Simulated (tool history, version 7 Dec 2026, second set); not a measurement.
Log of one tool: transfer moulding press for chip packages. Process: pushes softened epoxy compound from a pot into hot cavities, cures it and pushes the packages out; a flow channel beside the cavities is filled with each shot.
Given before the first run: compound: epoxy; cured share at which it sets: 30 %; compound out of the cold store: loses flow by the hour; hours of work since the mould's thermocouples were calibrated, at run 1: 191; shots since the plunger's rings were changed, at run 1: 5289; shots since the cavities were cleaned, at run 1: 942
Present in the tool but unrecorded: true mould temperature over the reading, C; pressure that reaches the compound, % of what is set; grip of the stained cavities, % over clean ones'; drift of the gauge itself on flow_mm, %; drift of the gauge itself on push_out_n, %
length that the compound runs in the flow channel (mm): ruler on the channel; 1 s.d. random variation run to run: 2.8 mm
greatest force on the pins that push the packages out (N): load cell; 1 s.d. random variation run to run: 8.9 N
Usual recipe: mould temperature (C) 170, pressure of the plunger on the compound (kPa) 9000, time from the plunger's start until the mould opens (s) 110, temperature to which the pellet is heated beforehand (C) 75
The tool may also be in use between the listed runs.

run,hour,mould temperature (C),pressure of the plunger on the compound (kPa),time from the plunger's start until the mould opens (s),temperature to which the pellet is heated beforehand (C),hours of work since the mould's thermocouples were calibrated,shots since the plunger's rings were changed,shots since the cavities were cleaned,incoming compound's hours out of the cold store,length that the compound runs in the flow channel (mm),greatest force on the pins that push the packages out (N)
1,0.0,170,9000,110,75,191,5289,942,33.6,765,426
2,11.4,170,9000,110,75,196,5360,1013,28.7,786,427
3,21.7,172,9000,110,75,200,5424,1077,14.3,831,407
4,29.5,172,9000,110,75,203,5472,1125,19.7,811,401
# hour 38.0: cavities cleaned with cleaning compound and waxed
5,39.5,172,9000,110,75,206,5526,10,38.2,742,383
6,45.6,172,9000,110,75,209,5564,48,12.5,836,390
7,57.3,170,9000,110,75,214,5637,121,38.7,747,428
8,68.9,170,9000,90,75,218,5709,193,21.2,814,638
9,77.3,170,9000,90,75,222,5761,245,46.0,730,596
10,87.3,170,9000,110,75,226,5823,307,25.7,794,419
11,95.4,170,9000,110,75,229,5874,358,13.1,841,437
12,106.8,170,9000,110,75,233,5945,429,26.6,794,420
13,121.5,170,9000,110,84,239,6037,521,28.5,779,423
14,127.5,170,9000,110,84,242,6074,558,21.6,808,425
15,137.5,170,7090,111,84,246,6137,621,43.3,651,417
16,147.2,170,8250,102,75,250,6197,681,27.5,748,489
17,153.7,170,8250,143,83,252,6238,722,27.1,751,339
18,163.4,170,9000,144,78,256,6298,782,39.5,747,338
19,169.6,170,9000,144,78,259,6337,821,29.4,779,343
20,180.6,170,9000,144,78,263,6406,890,47.9,721,349
21,191.3,170,9000,144,78,268,6472,956,46.4,728,340
22,202.4,170,9000,144,78,272,6542,1026,38.7,745,346
23,209.7,163,10230,110,75,275,6587,1071,26.6,868,678
24,223.7,177,9000,110,75,281,6675,1159,43.8,711,348
# hour 227.1: cavities cleaned with cleaning compound and waxed
# hour 233.5: plunger's sealing rings changed
25,242.4,177,9000,113,75,287,55,80,29.9,755,351
26,255.6,168,9000,144,75,292,138,163,34.1,776,356
27,266.2,165,9610,108,67,296,203,228,11.0,903,670
28,274.6,165,9610,108,67,300,256,281,25.7,840,641

Below are 4 alternative next runs, each starting from the tool's condition after run 28. Predict each:
A,284.2,165,9830,103,67,304,316,341,47.0,?,?
B,284.2,176,9000,139,82,304,316,341,29.7,?,?
C,284.2,174,9610,133,85,304,316,341,25.9,?,?
D,284.2,170,7840,110,75,304,316,341,15.5,?,?

run,length that the compound runs in the flow channel (mm),greatest force on the pins that push the packages out (N)
A,775,669
B,756,337
C,805,345
D,777,441
The same runs, with their run-to-run variation unchanged, on a tool lacking any hidden condition would have given:
run,length that the compound runs in the flow channel (mm),greatest force on the pins that push the packages out (N)
A,775,666
B,756,336
C,805,343
D,777,439

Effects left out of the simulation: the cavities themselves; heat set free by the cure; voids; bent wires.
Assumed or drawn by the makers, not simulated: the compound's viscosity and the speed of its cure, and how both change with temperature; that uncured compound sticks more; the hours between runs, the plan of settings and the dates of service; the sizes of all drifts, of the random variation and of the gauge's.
